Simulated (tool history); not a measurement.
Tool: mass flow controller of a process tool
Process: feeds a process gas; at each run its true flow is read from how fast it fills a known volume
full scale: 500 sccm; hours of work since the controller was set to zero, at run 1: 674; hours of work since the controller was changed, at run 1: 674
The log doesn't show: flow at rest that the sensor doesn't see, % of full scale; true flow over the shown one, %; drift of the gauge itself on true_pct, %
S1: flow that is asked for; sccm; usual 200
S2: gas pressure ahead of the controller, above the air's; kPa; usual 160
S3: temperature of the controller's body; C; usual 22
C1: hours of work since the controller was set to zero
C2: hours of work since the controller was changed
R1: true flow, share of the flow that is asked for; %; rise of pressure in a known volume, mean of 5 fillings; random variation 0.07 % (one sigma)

run    hour   S1   S2  S3    C1    C2      R1
  1       0  200  160  22   674   674   98.34
  2     163  200  160  22   803   803   98.38
  3     238  200  160  22   863   863   98.34
  4   364.2  200  160  22   963   963   98.33
  5   500.6  200  160  22  1071  1071   98.34
  6   657.3  200  160  22  1196  1196   98.36
  7   734.7  200  160  22  1257  1257   98.21
  8     836  200  160  22  1338  1338   98.25
  9     997  200  160  22  1466  1466   98.18
 10  1176.6  200  160  22  1608  1608   98.25
 11  1338.3  200  160  37  1737  1737   98.97
 12  1507.2  200  147  37  1871  1871   99.09
 13  1684.1  200  147  37  2011  2011   98.98
 14    1845  200  147  37  2139  2139   98.89
 15  1989.8   69  160  22  2254  2254   95.52
 16  2106.5   69  160  22  2346  2346   95.35
 17  2278.8  200  160  22  2483  2483   98.12
 18  2412.1  200  160  22  2589  2589   97.98
 19  2554.3  200  160  22  2702  2702   97.81
 20  2653.4  200  160  22  2781  2781   98.01
 21  2740.8  200  160  36  2850  2850   98.54
 22  2893.7  200  160  24  2971  2971   97.94
 23  2972.1  200  160  24  3034  3034   97.98
 24  3073.6  200  160  24  3114  3114   98.03
 25  3249.5  414  263  34  3254  3254    99.7
 26  3365.8   65  179  34  3346  3346   94.53
 27  3446.2   65  179  34  3410  3410   94.39
     3460.9  -- controller's zero set anew
 28  3557.1  467  160  22    76  3498  100.11
 29  3700.2  280  173  28   190  3611   98.43
     3747.5  -- controller's zero set anew, once more
 30  3786.2  210  160  26    31  3679   99.72
 31  3895.9  210  160  26   118  3766   99.51
 32  4011.2  258  268  26   209  3858   99.04
 33  4193.7  133  268  26   354  4003   98.34
 34  4272.1  133  276  22   417  4065    98.1
 35  4389.1  102  219  22   509  4158    98.2
 36  4543.7  102  219  22   632  4281   98.05
 37  4702.7  103  219  22   758  4407   97.97
 38  4848.4  103  219  22   874  4522   97.98
 39  4981.2  103  219  22   979  4628   97.87
 40  5151.8  103  219  22  1115  4763   97.57
 41  5297.1  396  188  23  1230  4879  100.32
 42  5463.8  470  227  20  1363  5011  100.36
 43  5614.5  470  227  20  1482  5131   100.4
 44  5755.1  131  201  22  1594  5242   98.03
 45  5861.8  288  217  22  1679  5327   99.54
 46  5939.6  288  217  22  1740  5389   99.49

How the hidden state differs across the entries between the runs, from the last listed run before each to the first after it:
Between runs 27 and 28: controller's zero set anew (hour 3460.9)
  flow at rest that the sensor doesn't see, % of full scale: -0.608 -> -0.887; true flow over the shown one, %: 0.84 -> 0.86
  measured less the result without the state, R1: -3.84 -> -0.09 %
Between runs 29 and 30: controller's zero set anew, once more (hour 3747.5)
  flow at rest that the sensor doesn't see, % of full scale: -0.907 -> -0.025; true flow over the shown one, %: 0.89 -> 0.91
  measured less the result without the state, R1: -0.73 -> +0.85 %

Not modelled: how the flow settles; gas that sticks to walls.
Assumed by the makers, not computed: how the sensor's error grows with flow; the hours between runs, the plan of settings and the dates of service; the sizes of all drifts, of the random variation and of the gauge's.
